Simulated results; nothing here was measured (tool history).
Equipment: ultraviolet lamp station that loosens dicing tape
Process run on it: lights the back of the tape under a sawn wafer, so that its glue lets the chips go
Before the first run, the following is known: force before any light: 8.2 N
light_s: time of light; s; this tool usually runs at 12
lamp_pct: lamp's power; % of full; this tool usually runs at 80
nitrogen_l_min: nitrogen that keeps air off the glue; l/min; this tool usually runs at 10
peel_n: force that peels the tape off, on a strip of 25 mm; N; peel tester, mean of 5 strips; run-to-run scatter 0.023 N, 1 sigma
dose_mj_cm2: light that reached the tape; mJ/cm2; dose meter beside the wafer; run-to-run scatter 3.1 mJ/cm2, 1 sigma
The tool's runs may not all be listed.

run,hour,light_s,lamp_pct,nitrogen_l_min,peel_n,dose_mj_cm2
1,0,12,80,10,1.836,345
2,60.5,12,80,10,1.929,340
# hour 121.4: window cleaned of glue's vapour
3,122,12,80,10,1.726,381
4,173.4,12,80,10,1.752,366
5,203.6,12,80,10,1.748,361
6,241.9,12,80,10,1.784,361
7,271.5,12,80,10,1.826,353
8,329.9,12,80,10,1.897,347
9,362.9,12,80,10,1.898,340
10,424.7,12,80,10,1.979,333
11,475.7,12,80,10,1.978,319
# hour 506.5: window cleaned of glue's vapour
12,547.7,12,90,10,1.519,393
13,601.7,7,90,10,3.108,225
14,670.3,12,80,10,1.996,333
15,704.1,12,80,3,2.843,327
16,757.8,12,65,3,3.56,262
17,793.8,12,80,10,2.144,311
18,827.3,12,74,10,2.317,287
19,864.8,12,74,10,2.412,284
# hour 892.8: window cleaned of glue's vapour
20,915.5,12,74,10,2.146,308
21,972,12,74,10,2.284,305
22,1029.2,14,82,5,1.981,382
# hour 1043.5: lamp changed
23,1081,14,82,5,1.182,538
24,1136.4,17,72,10,0.85,564
25,1203.6,17,72,10,0.869,550
26,1264,14,72,5,1.702,442
# hour 1279.8: window cleaned of glue's vapour
27,1301.3,14,72,5,1.382,485
28,1334.3,14,72,5,1.465,480
29,1369,6,77,6,3.58,214
30,1430.7,6,77,6,3.707,213
31,1469.4,14,73,6,1.427,458
32,1500.5,17,66,5,1.359,508
33,1557,17,66,5,1.379,490
34,1597.6,17,66,5,1.444,479
35,1637.2,11,71,10,2.055,329
# hour 1665.9: window cleaned of glue's vapour
36,1692,7,83,10,2.664,273
37,1761.6,16,60,4,1.795,430
38,1793.8,7,80,8,2.943,247
39,1838.1,7,80,8,2.963,247
40,1879.7,12,71,5,2.086,370
41,1938.9,12,77,6,1.826,391
42,2007,12,71,4,2.393,344

Per-run results on a tool with no hidden state, each run keeping its own random variation:
What the log doesn't record here: lamp's light, % of a new lamp's; light that the window lets through, % of a clean one's; drift of the gauge itself on peel_n, %; drift of the gauge itself on dose_mj_cm2, %.
run,peel_n,dose_mj_cm2
1,1.076,485
2,1.098,491
3,1.134,494
4,1.127,484
5,1.098,483
6,1.098,490
7,1.105,487
8,1.11,489
9,1.087,486
10,1.098,489
11,1.064,481
12,0.877,547
13,2.104,319
14,1.111,487
15,1.749,485
16,2.328,397
17,1.108,482
18,1.229,450
19,1.25,451
20,1.249,447
21,1.299,451
22,1.043,579
23,1.039,580
24,0.712,620
25,0.693,621
26,1.353,512
27,1.281,509
28,1.33,510
29,3.36,231
30,3.416,234
31,1.187,513
32,1.1,576
33,1.076,569
34,1.097,565
35,1.587,395
36,2.41,297
37,1.52,483
38,2.575,281
39,2.548,285
40,1.677,434
41,1.388,471
42,1.825,427
